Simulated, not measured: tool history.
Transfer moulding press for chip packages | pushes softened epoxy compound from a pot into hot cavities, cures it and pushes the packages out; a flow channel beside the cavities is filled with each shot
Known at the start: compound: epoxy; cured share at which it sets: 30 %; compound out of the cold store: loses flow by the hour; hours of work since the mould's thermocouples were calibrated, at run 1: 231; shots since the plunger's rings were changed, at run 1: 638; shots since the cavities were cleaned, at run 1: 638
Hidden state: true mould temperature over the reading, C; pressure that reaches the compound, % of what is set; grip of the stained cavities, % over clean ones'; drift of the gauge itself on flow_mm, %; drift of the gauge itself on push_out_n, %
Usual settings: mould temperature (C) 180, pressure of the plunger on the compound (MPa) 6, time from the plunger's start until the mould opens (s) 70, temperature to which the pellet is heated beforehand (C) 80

run   hour  mould temperature (C)  pressure of the plunger on the compound (MPa)  time from the plunger's start until the mould opens (s)  temperature to which the pellet is heated beforehand (C)  hours of work since the mould's thermocouples were calibrated  shots since the plunger's rings were changed  shots since the cavities were cleaned  incoming compound's hours out of the cold store  length that the compound runs in the flow channel (mm)  greatest force on the pins that push the packages out (N)
  1      0                    180                                              6                                                       70                                                        80                                                            231                                           638                                    638                                               33                                                     879                                                        346
       6.3  -- cavities cleaned with cleaning compound and waxed
  2   24.4                    180                                              6                                                       70                                                        80                                                            245                                          1013                                    296                                              8.7                                                    1048                                                        407
      51.1  -- cavities cleaned with cleaning compound and waxed
  3   51.1                    180                                              6                                                       70                                                        80                                                            261                                          1424                                      0                                              8.2                                                    1042                                                        236
  4   70.5                    180                                              6                                                       70                                                        80                                                            273                                          1740                                    316                                             10.8                                                    1018                                                        317
  5   90.6                    180                                              6                                                       70                                                        80                                                            286                                          2070                                    646                                               35                                                     852                                                        331
      96.1  -- cavities cleaned with cleaning compound and waxed
  6  106.8                    180                                              6                                                       70                                                        80                                                            295                                          2310                                    176                                             45.2                                                     792                                                        270
  7  123.9                    180                                              6                                                       70                                                        80                                                            306                                          2589                                    455                                             23.7                                                     924                                                        330
     132.2  -- cavities cleaned with cleaning compound and waxed, once more
  8  146.9                    180                                              6                                                       70                                                        85                                                            320                                          2941                                    240                                             35.3                                                     851                                                        285
  9  173.8                    180                                              6                                                       70                                                        85                                                            337                                          3380                                    679                                             47.5                                                     770                                                        336
       177  -- cavities cleaned with cleaning compound and waxed
 10  193.2                    180                                              6                                                       70                                                        85                                                            348                                          3672                                    265                                               30                                                     882                                                        295
 11  216.2                    180                                              6                                                       70                                                        85                                                            362                                          4049                                    642                                             31.2                                                     867                                                        328
     223.5  -- cavities cleaned with cleaning compound and waxed
 12  240.6                    180                                              6                                                       74                                                        80                                                            377                                          4423                                    279                                             37.1                                                     832                                                        266
       247  -- plunger's sealing rings changed
 13  265.9                    180                                              6                                                      104                                                        80                                                            391                                           309                                    652                                             43.9                                                     811                                                        259
     271.7  -- cavities cleaned with cleaning compound and waxed
 14  284.7                    180                                              6                                                       77                                                        80                                                            402                                           591                                    212                                             18.9                                                     968                                                        253
 15  306.5                    180                                              6                                                       70                                                        76                                                            416                                           948                                    569                                             11.3                                                    1019                                                        342
     317.1  -- cavities cleaned with cleaning compound and waxed
 16  336.3                    180                                              6                                                       70                                                        76                                                            433                                          1410                                    313                                              8.9                                                    1041                                                        320
 17  349.6                    180                                              6                                                       70                                                        76                                                            442                                          1627                                    530                                             47.8                                                     786                                                        317
     363.6  -- cavities cleaned with cleaning compound and waxed
 18  369.7                    175                                           6.85                                                       70                                                        80                                                            454                                          1932                                    100                                             18.7                                                    1051                                                        343
 19  385.5                    186                                           5.33                                                       54                                                        71                                                            464                                          2190                                    358                                             31.7                                                     807                                                        349
     408.8  -- cavities cleaned with cleaning compound and waxed
 20  408.8                    180                                              6                                                       67                                                        84                                                            477                                          2547                                      1                                             31.7                                                     872                                                        242
 21  427.6                    180                                           4.55                                                       75                                                        78                                                            489                                          2854                                    308                                             28.4                                                     783                                                        282
     453.4  -- cavities cleaned with cleaning compound and waxed
 22  453.4                    184                                           7.02                                                       66                                                        84                                                            504                                          3250                                      0                                             22.8                                                     985                                                        206
 23  467.5                    176                                              6                                                       60                                                        80                                                            513                                          3482                                    232                                             28.5                                                     894                                                        496
 24  494.8                    176                                              6                                                       60                                                        80                                                            530                                          3926                                    676                                             21.4                                                     946                                                        581
     498.7  -- cavities cleaned with cleaning compound and waxed
 25  517.7                    186                                           4.64                                                       59                                                        86                                                            544                                          4276                                    309                                               24                                                     783                                                        299
       533  -- plunger's sealing rings changed
 26  538.9                    186                                              6                                                       60                                                        86                                                            556                                            97                                    616                                             17.1                                                     968                                                        300
     546.7  -- cavities cleaned with cleaning compound and waxed
 27  559.9                    180                                              6                                                       60                                                        83                                                            568                                           416                                    216                                             40.9                                                     829                                                        356

Forecast each of these 4 alternatives for the next run:
  A  579.8                    175                                           6.65                                                       55                                                        80                                                            581                                           741                                    541                                             21.1                                                       ?                                                          ?
  B  579.8                    186                                              6                                                       70                                                        82                                                            581                                           741                                    541                                             43.5                                                       ?                                                          ?
  C  579.8                    185                                              6                                                       60                                                        83                                                            581                                           741                                    541                                             19.1                                                       ?                                                          ?
  D  579.8                    175                                              6                                                       60                                                        83                                                            581                                           741                                    541                                             21.5                                                       ?                                                          ?

run  length that the compound runs in the flow channel (mm)  greatest force on the pins that push the packages out (N)
  A                                                    1035                                                        732
  B                                                     792                                                        270
  C                                                     944                                                        316
  D                                                     967                                                        615
Without the tool's hidden state the same runs would have given:
run  length that the compound runs in the flow channel (mm)  greatest force on the pins that push the packages out (N)
  A                                                    1046                                                        523
  B                                                     800                                                        186
  C                                                     953                                                        222
  D                                                     978                                                        442
